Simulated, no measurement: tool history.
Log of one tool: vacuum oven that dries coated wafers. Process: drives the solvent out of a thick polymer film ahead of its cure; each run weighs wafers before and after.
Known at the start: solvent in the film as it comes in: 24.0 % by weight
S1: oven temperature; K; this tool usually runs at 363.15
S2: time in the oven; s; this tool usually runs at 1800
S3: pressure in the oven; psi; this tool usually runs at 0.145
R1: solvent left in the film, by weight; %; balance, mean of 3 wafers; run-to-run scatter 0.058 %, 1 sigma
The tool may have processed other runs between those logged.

run    hour      S1    S2     S3     R1
  1     0.0  363.15  1800  0.145   2.96
  2    38.5  363.15  2100  0.145   2.20
  3    74.2  373.15  1800  0.145   1.21
  4   131.7  373.15  1800  0.145   1.15
  5   161.9  373.15  1800  0.145   1.22
  6   191.8  363.15  1800  0.099   2.76
  7   240.1  363.15  1800  0.099   2.76
      280.5  -- vacuum gauge cleaned of residue and calibrated
  8   287.6  363.15  1800  0.145   2.80
  9   335.4  363.15  1800  0.145   2.80
 10   369.7  363.15  1800  0.145   2.84
 11   422.3  363.15  1800  0.145   2.87
 12   445.6  363.15  1800  0.145   2.79
 13   495.1  363.15  1800  0.145   2.86
 14   527.1  363.15  1800  0.145   2.82
      551.4  -- oven's thermocouples calibrated
 15   564.2  363.15  1800  0.074   2.64
 16   608.2  363.15  1800  0.145   2.78
 17   661.1  363.15  1980  0.145   2.42
 18   714.4  363.15  1980  0.145   2.54
 19   739.7  363.15  1800  0.145   2.92
 20   789.7  354.15  1800  0.145   5.29
 21   845.5  354.15  1800  0.145   5.34
 22   902.1  363.15  1800  0.145   2.76
 23   944.5  363.15  1800  0.289   3.42
 24   993.8  363.15  1800  0.289   3.36
 25  1024.9  363.15  1800  0.289   3.29
 26  1067.3  353.15  1800  0.289   6.13
 27  1120.6  353.15   960  0.080   9.63
 28  1174.5  360.15  2400  0.145   2.22
 29  1230.8  363.15  1800  0.280   3.31
 30  1286.1  363.15  1800  0.280   3.30
 31  1324.4  363.15  1200  0.302   5.78
 32  1354.3  375.15   900  0.164   3.83
 33  1391.5  375.15   900  0.164   3.93
 34  1416.4  368.15  1320  0.104   3.23
 35  1457.8  368.15  1560  0.104   2.29
 36  1503.9  352.15  1500  0.112   6.93
 37  1546.2  363.15  1860  0.146   2.68
 38  1595.5  363.15  3120  0.181   1.15
 39  1629.8  352.15   960  0.181  10.38
 40  1655.8  356.15  2580  0.365   3.66
 41  1690.8  363.15  1800  0.080   2.60
 42  1718.6  364.15  1800  0.087   2.52
 43  1756.5  363.15  2940  0.157   1.23

3 ways to go on from here, each from the tool as it stands after run 43. What would each give?
  A  1797.1  360.15  1920  0.152   ?
  B  1797.1  362.15  1080  0.142   ?
  C  1797.1  363.15  1380  0.145   ?

run    R1
  A  3.27
  B  6.41
  C  4.42
Had the tool no hidden state, the same runs would have come out as:
run    R1
  A  3.28
  B  6.42
  C  4.43
